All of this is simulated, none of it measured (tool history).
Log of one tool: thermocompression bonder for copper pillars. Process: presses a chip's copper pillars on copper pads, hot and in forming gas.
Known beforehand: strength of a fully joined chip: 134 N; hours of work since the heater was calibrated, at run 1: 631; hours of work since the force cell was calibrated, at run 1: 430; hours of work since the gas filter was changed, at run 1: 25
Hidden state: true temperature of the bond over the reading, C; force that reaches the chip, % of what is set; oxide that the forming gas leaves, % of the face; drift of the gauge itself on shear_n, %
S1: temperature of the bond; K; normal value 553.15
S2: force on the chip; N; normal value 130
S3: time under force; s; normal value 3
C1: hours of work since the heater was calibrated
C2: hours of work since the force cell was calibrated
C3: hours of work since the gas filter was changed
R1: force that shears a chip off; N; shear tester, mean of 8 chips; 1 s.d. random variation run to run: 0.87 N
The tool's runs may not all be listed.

run	hour	S1	S2	S3	C1	C2	C3	R1
1	0.0	553.15	130	3	631	430	25	83.3
2	23.7	553.15	130	3	641	440	35	81.5
3	37.7	553.15	130	3	647	446	41	81.7
4	68.5	553.15	130	3	660	459	54	81.5
5	91.7	553.15	130	3	670	469	64	80.6
6	122.9	553.15	130	3	684	483	78	80.8
7	137.8	553.15	130	3	690	489	84	79.1
8	163.7	553.15	130	3	701	500	95	78.8
9	187.0	528.15	130	3	711	511	105	61.1
10	215.0	565.15	130	3	724	523	117	86.4
11	236.4	565.15	130	3	733	532	126	86.4
12	265.7	565.15	130	3	745	544	139	86.3
13	288.5	565.15	130	3	755	554	149	83.0
14	316.0	565.15	130	3	767	566	161	83.3
15	340.4	565.15	124	3	778	577	171	80.3
16	362.5	569.15	130	3	787	586	181	84.1
17	379.6	553.15	130	2	794	594	188	66.2
# hour 383.5: force cell calibrated
18	400.8	553.15	130	2	803	7	197	63.9
# hour 415.4: forming gas filter changed
19	415.4	553.15	130	2	809	14	0	71.3
20	431.7	553.15	130	3	816	21	7	82.3
21	445.3	570.15	103	6	822	26	13	93.6
# hour 475.0: force cell calibrated, once more
22	477.7	535.15	154	2	835	1	26	76.4
23	490.7	535.15	154	2	841	7	32	75.1
24	505.4	561.15	109	2	847	13	38	69.1
25	533.7	568.15	103	9	859	25	50	103.6
26	553.0	568.15	103	9	868	34	59	104.3
27	567.0	527.15	130	3	874	40	65	64.8
28	581.8	579.15	130	3	880	46	71	98.9
29	600.6	570.15	130	2	888	54	79	84.4
30	626.7	561.15	130	8	899	65	90	108.5
31	650.9	530.15	104	8	910	76	101	74.3
32	664.3	551.15	178	3	916	82	107	99.1
33	694.5	540.15	178	6	929	95	120	105.9
34	712.8	540.15	178	5	937	102	128	101.9
35	731.2	540.15	178	5	944	110	135	101.0
36	753.6	540.15	178	5	954	120	145	100.1
37	779.1	553.15	118	2	965	131	156	63.6
38	804.8	531.15	95	9	976	142	167	68.9
39	831.7	553.15	102	9	988	154	179	86.6
40	857.6	553.15	109	6	999	165	190	84.1

A few steps of R1 between consecutive runs. Split each: what settings, incoming material and random variation would produce without the hidden state, and what is left over for the hidden state, along with gauge scatter present in only one of the two compared results (measured, and without hidden state):
Run 18 -> 19: forming gas filter changed. R1 +7.4 N: hidden state +8.6, all else -1.2.
Run 21 -> 22: S1 570.15 -> 535.15, S2 103 -> 154, S3 6 -> 2, force cell calibrated, once more. R1 -17.2 N: hidden state +4.9, all else -22.1.
Run 24 -> 25: S1 561.15 -> 568.15, S2 109 -> 103, S3 2 -> 9. R1 +34.5 N: hidden state -1.9, all else +36.4.
Run 26 -> 27: S1 568.15 -> 527.15, S2 103 -> 130, S3 9 -> 3. R1 -39.5 N: hidden state +1.7, all else -41.2.
Run 36 -> 37: S1 540.15 -> 553.15, S2 178 -> 118, S3 5 -> 2. R1 -36.5 N: hidden state +3.0, all else -39.5.
